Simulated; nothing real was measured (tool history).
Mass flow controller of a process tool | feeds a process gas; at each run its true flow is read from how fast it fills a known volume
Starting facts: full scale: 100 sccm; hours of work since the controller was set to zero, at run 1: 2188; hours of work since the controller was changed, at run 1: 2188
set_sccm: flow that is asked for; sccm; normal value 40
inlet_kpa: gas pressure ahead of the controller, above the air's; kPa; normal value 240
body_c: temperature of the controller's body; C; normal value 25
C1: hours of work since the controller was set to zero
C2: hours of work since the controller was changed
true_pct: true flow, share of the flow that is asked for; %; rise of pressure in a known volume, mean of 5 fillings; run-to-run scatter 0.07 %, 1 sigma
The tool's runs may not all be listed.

{"run": 1, "day": 0.0, "set_sccm": 40, "inlet_kpa": 240, "body_c": 25, "C1": 2188, "C2": 2188, "true_pct": 98.99}
{"run": 2, "day": 10.638, "set_sccm": 40, "inlet_kpa": 231, "body_c": 25, "C1": 2281, "C2": 2281, "true_pct": 98.97}
{"run": 3, "day": 22.717, "set_sccm": 40, "inlet_kpa": 231, "body_c": 25, "C1": 2387, "C2": 2387, "true_pct": 98.93}
{"run": 4, "day": 37.025, "set_sccm": 40, "inlet_kpa": 231, "body_c": 25, "C1": 2513, "C2": 2513, "true_pct": 98.93}
{"run": 5, "day": 49.4, "set_sccm": 40, "inlet_kpa": 240, "body_c": 25, "C1": 2622, "C2": 2622, "true_pct": 99.15}
{"run": 6, "day": 64.058, "set_sccm": 40, "inlet_kpa": 240, "body_c": 25, "C1": 2751, "C2": 2751, "true_pct": 99.12}
{"run": 7, "day": 79.838, "set_sccm": 40, "inlet_kpa": 240, "body_c": 25, "C1": 2890, "C2": 2890, "true_pct": 99.1}
{"run": 8, "day": 92.804, "set_sccm": 40, "inlet_kpa": 166, "body_c": 25, "C1": 3004, "C2": 3004, "true_pct": 98.53}
{"run": 9, "day": 104.283, "set_sccm": 26, "inlet_kpa": 240, "body_c": 25, "C1": 3105, "C2": 3105, "true_pct": 98.87}
{"run": 10, "day": 114.279, "set_sccm": 47, "inlet_kpa": 240, "body_c": 25, "C1": 3193, "C2": 3193, "true_pct": 99.31}
{"run": 11, "day": 123.358, "set_sccm": 47, "inlet_kpa": 240, "body_c": 25, "C1": 3273, "C2": 3273, "true_pct": 99.22}
{"run": 12, "day": 140.854, "set_sccm": 47, "inlet_kpa": 240, "body_c": 25, "C1": 3427, "C2": 3427, "true_pct": 99.44}
{"run": 13, "day": 156.088, "set_sccm": 47, "inlet_kpa": 240, "body_c": 25, "C1": 3561, "C2": 3561, "true_pct": 99.32}
{"run": 14, "day": 170.862, "set_sccm": 65, "inlet_kpa": 173, "body_c": 21, "C1": 3691, "C2": 3691, "true_pct": 98.69}
{"run": 15, "day": 187.379, "set_sccm": 67, "inlet_kpa": 257, "body_c": 38, "C1": 3836, "C2": 3836, "true_pct": 101.12}
{"run": 16, "day": 202.846, "set_sccm": 40, "inlet_kpa": 240, "body_c": 27, "C1": 3972, "C2": 3972, "true_pct": 99.42}
{"run": 17, "day": 216.767, "set_sccm": 29, "inlet_kpa": 164, "body_c": 39, "C1": 4094, "C2": 4094, "true_pct": 100.08}
{"run": 18, "day": 233.088, "set_sccm": 39, "inlet_kpa": 251, "body_c": 27, "C1": 4238, "C2": 4238, "true_pct": 99.28}
{"run": 19, "day": 245.729, "set_sccm": 39, "inlet_kpa": 251, "body_c": 23, "C1": 4349, "C2": 4349, "true_pct": 98.93}
{"run": 20, "day": 262.862, "set_sccm": 18, "inlet_kpa": 215, "body_c": 34, "C1": 4500, "C2": 4500, "true_pct": 99.66}
{"run": 21, "day": 278.592, "set_sccm": 12, "inlet_kpa": 161, "body_c": 34, "C1": 4638, "C2": 4638, "true_pct": 99.27}
{"run": 22, "day": 291.054, "set_sccm": 15, "inlet_kpa": 240, "body_c": 31, "C1": 4748, "C2": 4748, "true_pct": 99.39}
{"run": 23, "day": 298.829, "set_sccm": 15, "inlet_kpa": 240, "body_c": 31, "C1": 4816, "C2": 4816, "true_pct": 99.42}

5 options for the next run, each taken on its own from the tool as it stands now. Forecast them:
{"run": "A", "day": 310.029, "set_sccm": 23, "inlet_kpa": 254, "body_c": 35, "C1": 4915, "C2": 4915, "true_pct": "?"}
{"run": "B", "day": 310.029, "set_sccm": 40, "inlet_kpa": 240, "body_c": 38, "C1": 4915, "C2": 4915, "true_pct": "?"}
{"run": "C", "day": 310.029, "set_sccm": 17, "inlet_kpa": 151, "body_c": 35, "C1": 4915, "C2": 4915, "true_pct": "?"}
{"run": "D", "day": 310.029, "set_sccm": 40, "inlet_kpa": 181, "body_c": 26, "C1": 4915, "C2": 4915, "true_pct": "?"}
{"run": "E", "day": 310.029, "set_sccm": 42, "inlet_kpa": 149, "body_c": 25, "C1": 4915, "C2": 4915, "true_pct": "?"}

run=A true_pct=100.15
run=B true_pct=100.72
run=C true_pct=99.34
run=D true_pct=99.04
run=E true_pct=98.68
Take away the tool's hidden state, keep each run's random variation, and the runs would have read:
run=A true_pct=100.14
run=B true_pct=100.72
run=C true_pct=99.32
run=D true_pct=99.04
run=E true_pct=98.69
